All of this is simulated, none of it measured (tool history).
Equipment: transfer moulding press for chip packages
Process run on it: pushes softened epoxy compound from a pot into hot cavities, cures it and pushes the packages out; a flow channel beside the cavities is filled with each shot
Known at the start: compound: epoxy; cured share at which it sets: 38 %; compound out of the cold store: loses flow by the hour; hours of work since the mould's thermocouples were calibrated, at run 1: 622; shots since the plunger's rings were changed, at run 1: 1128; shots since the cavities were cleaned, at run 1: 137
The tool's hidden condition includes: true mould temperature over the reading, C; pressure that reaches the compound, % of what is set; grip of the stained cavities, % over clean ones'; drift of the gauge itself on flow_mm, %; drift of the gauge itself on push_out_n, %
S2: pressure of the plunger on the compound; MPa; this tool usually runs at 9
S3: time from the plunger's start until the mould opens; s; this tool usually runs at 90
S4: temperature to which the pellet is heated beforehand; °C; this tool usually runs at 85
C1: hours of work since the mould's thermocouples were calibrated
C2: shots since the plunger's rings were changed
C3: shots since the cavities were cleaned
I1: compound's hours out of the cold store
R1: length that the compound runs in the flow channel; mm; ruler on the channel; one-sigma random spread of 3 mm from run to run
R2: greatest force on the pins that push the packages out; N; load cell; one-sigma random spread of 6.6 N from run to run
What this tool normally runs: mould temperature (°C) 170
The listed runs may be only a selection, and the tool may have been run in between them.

Run 1, hour 0: usual settings; C1 622; C2 1128; C3 137; I1 23.9. Result: R1 638 mm, R2 363 N.
Run 2, hour 11.7: usual settings; C1 629; C2 1256; C3 265; I1 43.6. Result: R1 605 mm, R2 393 N.
Run 3, hour 28.7: usual settings; C1 639; C2 1442; C3 451; I1 15.1. Result: R1 649 mm, R2 474 N.
Run 4, hour 41.1: usual settings but S3 108 s; C1 646; C2 1578; C3 587; I1 13.3. Result: R1 656 mm, R2 390 N.
At hour 61.4: cavities cleaned with cleaning compound and waxed.
Run 5, hour 64.6: usual settings but S3 108 s; C1 659; C2 1818; C3 34; I1 18.9. Result: R1 639 mm, R2 245 N.
Run 6, hour 83.8: usual settings but S3 108 s; C1 670; C2 2029; C3 245; I1 18.9. Result: R1 639 mm, R2 320 N.
At hour 103.9: mould's thermocouples calibrated.
Run 7, hour 106.6: usual settings but S3 108 s; C1 2; C2 2256; C3 472; I1 37.9. Result: R1 616 mm, R2 363 N.
Run 8, hour 122.5: usual settings but S3 108 s; C1 11; C2 2431; C3 647; I1 15.5. Result: R1 647 mm, R2 393 N.
At hour 138.4: cavities cleaned with cleaning compound and waxed.
Run 9, hour 151.3: usual settings; C1 26; C2 2730; C3 142; I1 15.8. Result: R1 640 mm, R2 346 N.
Run 10, hour 169.1: usual settings but mould temperature (°C) 167; C1 37; C2 2924; C3 336; I1 27.5. Result: R1 629 mm, R2 465 N.
Run 11, hour 194.8: usual settings but mould temperature (°C) 167; C1 51; C2 3205; C3 617; I1 38.7. Result: R1 604 mm, R2 536 N.
At hour 212.8: cavities cleaned with cleaning compound and waxed.
Run 12, hour 217.4: usual settings but S4 86 °C; C1 63; C2 3437; C3 51; I1 35.4. Result: R1 609 mm, R2 298 N.
Run 13, hour 232.5: usual settings but S4 86 °C; C1 72; C2 3602; C3 216; I1 46.4. Result: R1 589 mm, R2 348 N.
Run 14, hour 257.4: usual settings but S2 7 MPa; C1 86; C2 3874; C3 488; I1 21.7. Result: R1 556 mm, R2 439 N.
Run 15, hour 272.7: usual settings but S2 7 MPa; C1 95; C2 4042; C3 656; I1 15.7. Result: R1 562 mm, R2 473 N.
At hour 288.1: cavities cleaned with cleaning compound and waxed.
Run 16, hour 302.7: usual settings but S2 7 MPa, S3 86 s, S4 83 °C; C1 112; C2 4354; C3 160; I1 27.6. Result: R1 545 mm, R2 384 N.
Run 17, hour 326.5: usual settings but mould temperature (°C) 165, S3 128 s; C1 125; C2 4613; C3 419; I1 38.3. Result: R1 599 mm, R2 370 N.
Run 18, hour 338.2: usual settings but S2 7.16 MPa, S3 92 s, S4 88 °C; C1 132; C2 4742; C3 548; I1 34.2. Result: R1 543 mm, R2 425 N.
At hour 363.9: cavities cleaned with cleaning compound and waxed.
Run 19, hour 365.1: usual settings but S2 7.16 MPa, S3 92 s, S4 88 °C; C1 147; C2 5020; C3 14; I1 46.7. Result: R1 518 mm, R2 270 N.
Run 20, hour 388.6: usual settings but mould temperature (°C) 177, S2 6.86 MPa, S3 70 s, S4 95 °C; C1 160; C2 5276; C3 270; I1 18.7. Result: R1 532 mm, R2 418 N.
Run 21, hour 405.7: usual settings but mould temperature (°C) 178, S3 97 s; C1 170; C2 5464; C3 458; I1 33. Result: R1 591 mm, R2 336 N.
Run 22, hour 419.9: usual settings but mould temperature (°C) 176, S2 8.12 MPa, S3 91 s; C1 178; C2 5619; C3 613; I1 31.8. Result: R1 569 mm, R2 389 N.
At hour 437.8: cavities cleaned with cleaning compound and waxed.
At hour 442.1: plunger's sealing rings changed.
Run 23, hour 447.5: usual settings but mould temperature (°C) 167, S2 10.23 MPa, S3 114 s, S4 75 °C; C1 192; C2 59; C3 79; I1 29.5. Result: R1 677 mm, R2 263 N.
Run 24, hour 460.8: usual settings but mould temperature (°C) 167, S2 10.23 MPa, S3 114 s, S4 75 °C; C1 199; C2 205; C3 225; I1 37.5. Result: R1 666 mm, R2 326 N.
Run 25, hour 478.3: usual settings but mould temperature (°C) 167, S2 10.23 MPa, S3 114 s, S4 75 °C; C1 209; C2 396; C3 416; I1 36.4. Result: R1 669 mm, R2 366 N.
Run 26, hour 496.4: usual settings but mould temperature (°C) 167, S2 10.23 MPa, S3 114 s, S4 75 °C; C1 220; C2 593; C3 613; I1 37.4. Result: R1 666 mm, R2 413 N.
At hour 515.3: cavities cleaned with cleaning compound and waxed.
Run 27, hour 517.9: usual settings but mould temperature (°C) 167, S2 7.51 MPa, S3 114 s, S4 91 °C; C1 231; C2 812; C3 28; I1 36.6. Result: R1 566 mm, R2 241 N.
Run 28, hour 535.2: usual settings but mould temperature (°C) 167, S2 7.51 MPa, S3 114 s, S4 91 °C; C1 241; C2 1002; C3 218; I1 22. Result: R1 587 mm, R2 313 N.
Run 29, hour 561.3: usual settings but mould temperature (°C) 171, S2 7.88 MPa, S3 83 s, S4 83 °C; C1 256; C2 1288; C3 504; I1 28.6. Result: R1 590 mm, R2 501 N.

What if the next run were any one of these 3? Each begins from the tool's condition after run 29:
Run A, hour 575.1: usual settings but mould temperature (°C) 171, S2 10.28 MPa, S3 83 s, S4 83 °C; C1 264; C2 1438; C3 654; I1 14.3. Result: R1 ?, R2 ?.
Run B, hour 575.1: usual settings but mould temperature (°C) 166, S2 7.88 MPa, S3 125 s; C1 264; C2 1438; C3 654; I1 13.5. Result: R1 ?, R2 ?.
Run C, hour 575.1: usual settings but mould temperature (°C) 171, S2 9.69 MPa, S3 83 s, S4 77 °C; C1 264; C2 1438; C3 654; I1 40.6. Result: R1 ?, R2 ?.

run   R1   R2
  A  698  545
  B  616  399
  C  633  550
With the hidden condition removed and each run's random variation left untouched, the same runs would have given:
run   R1   R2
  A  707  305
  B  624  224
  C  642  310
